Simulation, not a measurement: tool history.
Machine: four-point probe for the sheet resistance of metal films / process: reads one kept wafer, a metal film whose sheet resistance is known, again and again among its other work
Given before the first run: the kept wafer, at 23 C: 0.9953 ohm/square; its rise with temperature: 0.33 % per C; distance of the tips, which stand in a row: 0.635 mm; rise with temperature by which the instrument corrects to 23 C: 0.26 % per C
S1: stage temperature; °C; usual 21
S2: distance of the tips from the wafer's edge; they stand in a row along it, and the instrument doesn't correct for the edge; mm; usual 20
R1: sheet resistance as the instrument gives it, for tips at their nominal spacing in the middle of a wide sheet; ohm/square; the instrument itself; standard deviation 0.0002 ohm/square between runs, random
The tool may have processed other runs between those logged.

run 1 day=0.000 | S1=21 S2=20 | R1=0.994431
run 2 day=1.275 | S1=21 S2=20 | R1=0.994135
run 3 day=2.150 | S1=21 S2=20 | R1=0.994408
run 4 day=3.138 | S1=21 S2=20 | R1=0.994182
run 5 day=4.621 | S1=21 S2=20 | R1=0.994626
run 6 day=5.967 | S1=21 S2=20 | R1=0.994971
run 7 day=6.983 | S1=31 S2=20 | R1=1.001367
run 8 day=8.375 | S1=21 S2=20 | R1=0.994609
run 9 day=9.158 | S1=21 S2=20 | R1=0.994342
run 10 day=10.083 | S1=21 S2=20 | R1=0.994261
run 11 day=11.488 | S1=21 S2=20 | R1=0.994447
run 12 day=13.075 | S1=21 S2=46 | R1=0.993932
run 13 day=13.979 | S1=21 S2=46 | R1=0.993780
run 14 day=15.517 | S1=21 S2=46 | R1=0.993679
run 15 day=17.021 | S1=21 S2=20 | R1=0.994497
run 16 day=17.742 | S1=21 S2=20 | R1=0.994417
run 17 day=19.392 | S1=21 S2=20 | R1=0.994316
run 18 day=20.725 | S1=25 S2=6 | R1=1.002948
run 19 day=22.133 | S1=25 S2=6 | R1=1.003042
run 20 day=22.992 | S1=25 S2=6 | R1=1.002776
run 21 day=24.033 | S1=25 S2=6 | R1=1.002511
run 22 day=24.917 | S1=25 S2=6 | R1=1.002361
run 23 day=26.033 | S1=27 S2=4 | R1=1.011539
run 24 day=27.004 | S1=24 S2=23 | R1=0.996198
run 25 day=28.000 | S1=24 S2=23 | R1=0.996475
run 26 day=29.567 | S1=32 S2=42 | R1=1.002581
run 27 day=31.029 | S1=19 S2=23 | R1=0.992741
run 28 day=32.254 | S1=19 S2=23 | R1=0.993064
run 29 day=33.892 | S1=31 S2=27 | R1=1.001292
run 30 day=34.662 | S1=31 S2=27 | R1=1.001516
run 31 day=35.821 | S1=31 S2=27 | R1=1.001677
run 32 day=36.783 | S1=33 S2=4 | R1=1.016325
run 33 day=38.350 | S1=28 S2=5 | R1=1.007656

Here are 5 independent what-if runs from the current tool condition. What would each one return?
run A day=39.492 | S1=28 S2=54 | R1=?
run B day=39.492 | S1=33 S2=33 | R1=?
run C day=39.492 | S1=31 S2=46 | R1=?
run D day=39.492 | S1=20 S2=6 | R1=?
run E day=39.492 | S1=21 S2=51 | R1=?

run=A R1=0.999243
run=B R1=1.002693
run=C R1=1.001191
run=D R1=0.999026
run=E R1=0.994276
What these runs would have given with no unlogged condition in the tool:
run=A R1=0.999228
run=B R1=1.002678
run=C R1=1.001176
run=D R1=0.999011
run=E R1=0.994261
